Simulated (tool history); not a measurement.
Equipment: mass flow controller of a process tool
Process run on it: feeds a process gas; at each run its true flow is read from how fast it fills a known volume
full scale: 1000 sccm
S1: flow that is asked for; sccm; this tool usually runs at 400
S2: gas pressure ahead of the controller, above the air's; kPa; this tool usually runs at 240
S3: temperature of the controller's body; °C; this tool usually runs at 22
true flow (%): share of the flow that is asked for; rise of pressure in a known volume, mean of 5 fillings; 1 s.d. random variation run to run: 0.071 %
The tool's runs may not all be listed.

{"run": 1, "hour": 0.0, "S1": 400, "S2": 240, "S3": 22, "true flow (%)": 99.56}
{"run": 2, "hour": 71.2, "S1": 400, "S2": 240, "S3": 22, "true flow (%)": 99.61}
{"run": 3, "hour": 153.7, "S1": 190, "S2": 240, "S3": 22, "true flow (%)": 99.77}
{"run": 4, "hour": 209.9, "S1": 400, "S2": 240, "S3": 22, "true flow (%)": 99.98}
{"run": 5, "hour": 271.6, "S1": 400, "S2": 240, "S3": 22, "true flow (%)": 100.06}
{"run": 6, "hour": 350.2, "S1": 400, "S2": 240, "S3": 22, "true flow (%)": 100.16}
{"run": 7, "hour": 413.1, "S1": 400, "S2": 240, "S3": 22, "true flow (%)": 100.21}
{"run": 8, "hour": 492.6, "S1": 400, "S2": 240, "S3": 22, "true flow (%)": 100.46}
{"run": 9, "hour": 542.4, "S1": 400, "S2": 240, "S3": 22, "true flow (%)": 100.71}
{"run": 10, "hour": 584.0, "S1": 400, "S2": 240, "S3": 39, "true flow (%)": 99.05}
{"run": 11, "hour": 647.1, "S1": 400, "S2": 240, "S3": 39, "true flow (%)": 99.16}
{"run": 12, "hour": 705.1, "S1": 400, "S2": 240, "S3": 22, "true flow (%)": 100.91}
{"run": 13, "hour": 770.0, "S1": 400, "S2": 240, "S3": 22, "true flow (%)": 101.05}
{"run": 14, "hour": 825.4, "S1": 400, "S2": 240, "S3": 22, "true flow (%)": 101.28}
{"run": 15, "hour": 900.4, "S1": 400, "S2": 240, "S3": 22, "true flow (%)": 101.28}
{"run": 16, "hour": 986.7, "S1": 400, "S2": 240, "S3": 22, "true flow (%)": 101.59}
{"run": 17, "hour": 1058.5, "S1": 400, "S2": 240, "S3": 22, "true flow (%)": 99.63}
{"run": 18, "hour": 1132.5, "S1": 400, "S2": 240, "S3": 22, "true flow (%)": 99.59}
{"run": 19, "hour": 1220.9, "S1": 400, "S2": 240, "S3": 22, "true flow (%)": 99.96}
{"run": 20, "hour": 1268.1, "S1": 278, "S2": 210, "S3": 39, "true flow (%)": 98.45}
{"run": 21, "hour": 1347.2, "S1": 390, "S2": 209, "S3": 27, "true flow (%)": 99.83}
{"run": 22, "hour": 1417.3, "S1": 267, "S2": 209, "S3": 29, "true flow (%)": 99.81}
{"run": 23, "hour": 1485.5, "S1": 533, "S2": 240, "S3": 22, "true flow (%)": 100.44}
{"run": 24, "hour": 1559.5, "S1": 533, "S2": 240, "S3": 22, "true flow (%)": 100.77}
{"run": 25, "hour": 1628.2, "S1": 533, "S2": 240, "S3": 22, "true flow (%)": 100.82}
{"run": 26, "hour": 1709.4, "S1": 434, "S2": 155, "S3": 22, "true flow (%)": 101.38}
{"run": 27, "hour": 1790.8, "S1": 247, "S2": 259, "S3": 39, "true flow (%)": 99.19}
{"run": 28, "hour": 1843.1, "S1": 181, "S2": 240, "S3": 22, "true flow (%)": 100.99}
{"run": 29, "hour": 1892.7, "S1": 181, "S2": 240, "S3": 22, "true flow (%)": 101.07}
{"run": 30, "hour": 1952.1, "S1": 422, "S2": 245, "S3": 33, "true flow (%)": 100.2}
{"run": 31, "hour": 2015.9, "S1": 398, "S2": 213, "S3": 30, "true flow (%)": 100.88}
{"run": 32, "hour": 2071.3, "S1": 400, "S2": 240, "S3": 39, "true flow (%)": 99.98}
{"run": 33, "hour": 2145.6, "S1": 400, "S2": 240, "S3": 39, "true flow (%)": 100.23}
{"run": 34, "hour": 2192.9, "S1": 400, "S2": 240, "S3": 39, "true flow (%)": 100.21}
{"run": 35, "hour": 2276.6, "S1": 400, "S2": 240, "S3": 39, "true flow (%)": 100.22}
{"run": 36, "hour": 2338.2, "S1": 874, "S2": 209, "S3": 25, "true flow (%)": 102.42}
{"run": 37, "hour": 2401.0, "S1": 874, "S2": 156, "S3": 29, "true flow (%)": 99.7}

Not shown: 2 entries that the log had between the listed runs. Between which runs, and how does the tool's hidden state differ before and after?
Logged between run 16 and run 17: gauge calibrated (hour 1057.7)
  drift of the gauge itself on true_pct, %: 1.99 -> 0
  difference, measured minus the result without the unlogged condition, true flow (%): +1.97 -> -0.01
Logged between run 36 and run 37: gauge calibrated (hour 2377.6)
  drift of the gauge itself on true_pct, %: 2.58 -> 0.05
  difference, measured minus the result without the unlogged condition, true flow (%): +2.56 -> +0.04

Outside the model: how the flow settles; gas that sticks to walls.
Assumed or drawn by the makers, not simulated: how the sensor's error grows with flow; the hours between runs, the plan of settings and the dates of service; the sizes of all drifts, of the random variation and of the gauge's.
